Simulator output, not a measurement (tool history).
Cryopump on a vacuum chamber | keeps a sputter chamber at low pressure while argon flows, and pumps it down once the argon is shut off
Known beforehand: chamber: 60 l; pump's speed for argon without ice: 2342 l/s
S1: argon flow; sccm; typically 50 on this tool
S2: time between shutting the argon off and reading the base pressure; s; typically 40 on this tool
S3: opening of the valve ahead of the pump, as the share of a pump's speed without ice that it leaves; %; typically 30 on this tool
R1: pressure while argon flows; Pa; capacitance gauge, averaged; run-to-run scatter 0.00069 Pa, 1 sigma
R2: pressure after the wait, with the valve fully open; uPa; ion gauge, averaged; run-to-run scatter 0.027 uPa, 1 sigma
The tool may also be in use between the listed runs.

{"run": 1, "day": 0.0, "S1": 50, "S2": 40, "S3": 30, "R1": 0.1242, "R2": 2.3}
{"run": 2, "day": 0.479, "S1": 25, "S2": 40, "S3": 30, "R1": 0.0625, "R2": 2.25}
{"run": 3, "day": 0.779, "S1": 50, "S2": 40, "S3": 30, "R1": 0.1237, "R2": 2.24}
{"run": 4, "day": 1.225, "S1": 50, "S2": 40, "S3": 30, "R1": 0.1253, "R2": 2.3}
{"run": 5, "day": 1.767, "S1": 50, "S2": 40, "S3": 44, "R1": 0.0869, "R2": 2.37}
{"run": 6, "day": 2.104, "S1": 34, "S2": 40, "S3": 30, "R1": 0.0859, "R2": 2.27}
{"run": 7, "day": 2.571, "S1": 34, "S2": 40, "S3": 30, "R1": 0.0859, "R2": 2.27}
{"run": 8, "day": 2.888, "S1": 34, "S2": 40, "S3": 30, "R1": 0.0854, "R2": 2.34}
{"run": 9, "day": 3.517, "S1": 34, "S2": 40, "S3": 30, "R1": 0.0849, "R2": 2.31}
{"run": 10, "day": 4.129, "S1": 34, "S2": 40, "S3": 30, "R1": 0.0848, "R2": 2.31}
{"run": 11, "day": 4.704, "S1": 34, "S2": 40, "S3": 30, "R1": 0.0855, "R2": 2.37}
{"run": 12, "day": 5.146, "S1": 65, "S2": 40, "S3": 30, "R1": 0.1634, "R2": 2.35}
{"run": 13, "day": 5.683, "S1": 50, "S2": 40, "S3": 30, "R1": 0.1253, "R2": 2.32}
{"run": 14, "day": 6.083, "S1": 50, "S2": 80, "S3": 30, "R1": 0.1234, "R2": 1.77}
{"run": 15, "day": 6.471, "S1": 50, "S2": 40, "S3": 31, "R1": 0.1238, "R2": 2.35}
{"run": 16, "day": 6.758, "S1": 50, "S2": 40, "S3": 30, "R1": 0.1255, "R2": 2.31}
{"run": 17, "day": 7.167, "S1": 50, "S2": 40, "S3": 30, "R1": 0.1271, "R2": 2.35}
{"run": 18, "day": 7.817, "S1": 61, "S2": 40, "S3": 30, "R1": 0.1533, "R2": 2.37}
{"run": 19, "day": 8.175, "S1": 21, "S2": 231, "S3": 31, "R1": 0.0516, "R2": 1.47}
{"run": 20, "day": 8.496, "S1": 21, "S2": 231, "S3": 31, "R1": 0.0515, "R2": 1.5}
{"run": 21, "day": 8.812, "S1": 21, "S2": 231, "S3": 31, "R1": 0.0516, "R2": 1.49}
{"run": 22, "day": 9.225, "S1": 21, "S2": 93, "S3": 41, "R1": 0.0391, "R2": 1.81}

Run 23 is up next; what results do you expect?
{"run": 23, "day": 9.775, "S1": 33, "S2": 23, "S3": 20, "R1": "?", "R2": "?"}

Logged for run 23: R1 0.1236 Pa, R2 3.06 uPa.
With the hidden condition absent and the run-to-run variation left alone, this run would have shown R1 0.1194 Pa, R2 1.89 uPa.
